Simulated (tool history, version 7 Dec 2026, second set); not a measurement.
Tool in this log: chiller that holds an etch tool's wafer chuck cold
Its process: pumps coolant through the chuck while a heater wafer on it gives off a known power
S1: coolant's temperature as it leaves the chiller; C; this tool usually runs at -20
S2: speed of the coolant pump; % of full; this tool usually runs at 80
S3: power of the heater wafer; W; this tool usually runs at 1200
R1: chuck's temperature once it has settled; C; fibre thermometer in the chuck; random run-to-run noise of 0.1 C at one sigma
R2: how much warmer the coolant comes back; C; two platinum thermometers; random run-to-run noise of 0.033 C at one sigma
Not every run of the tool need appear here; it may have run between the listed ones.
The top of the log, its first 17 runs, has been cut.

run    hour   S1  S2    S3     R1    R2
 18  1378.2  -14  79   796     -7  2.88
 19  1456.1  -16  81   796   -9.1  2.81
 20  1516.8  -28  86  1461  -15.9  4.83
 21  1591.1  -23  86  1476    -11   4.9
 22  1662.9  -23  86  1476  -10.8  4.85
 23  1755.7  -23  99  1099  -15.1  3.13
     1776.1  -- chiller's thermometer calibrated
 24  1816.2  -12  95   961   -4.7  2.79
 25    1893  -17  94   887    -10  2.59
 26  1970.2  -16  66  1514    0.3  6.77
 27  2061.8  -24  80   988  -15.1  3.58
 28  2135.9  -24  80   988    -15  3.56
 29  2193.5  -20  68  1200   -7.3  5.23
 30  2272.9  -20  68  1200   -7.3  5.25
 31  2353.3  -20  68  1200   -7.2  5.18

Alternative continuations, all from the tool just after run 31; predict every row:
  A  2400  -20  77  1372   ?   ?
  B  2400  -20  62  1200   ?   ?
  C  2400  -20  75  1253   ?   ?

run    R1    R2
  A    -7  5.21
  B  -6.1  5.77
  C  -7.7   4.9
What these runs would have given with no unlogged condition in the tool:
run    R1    R2
  A  -7.5  5.08
  B  -6.7  5.63
  C  -8.2  4.78

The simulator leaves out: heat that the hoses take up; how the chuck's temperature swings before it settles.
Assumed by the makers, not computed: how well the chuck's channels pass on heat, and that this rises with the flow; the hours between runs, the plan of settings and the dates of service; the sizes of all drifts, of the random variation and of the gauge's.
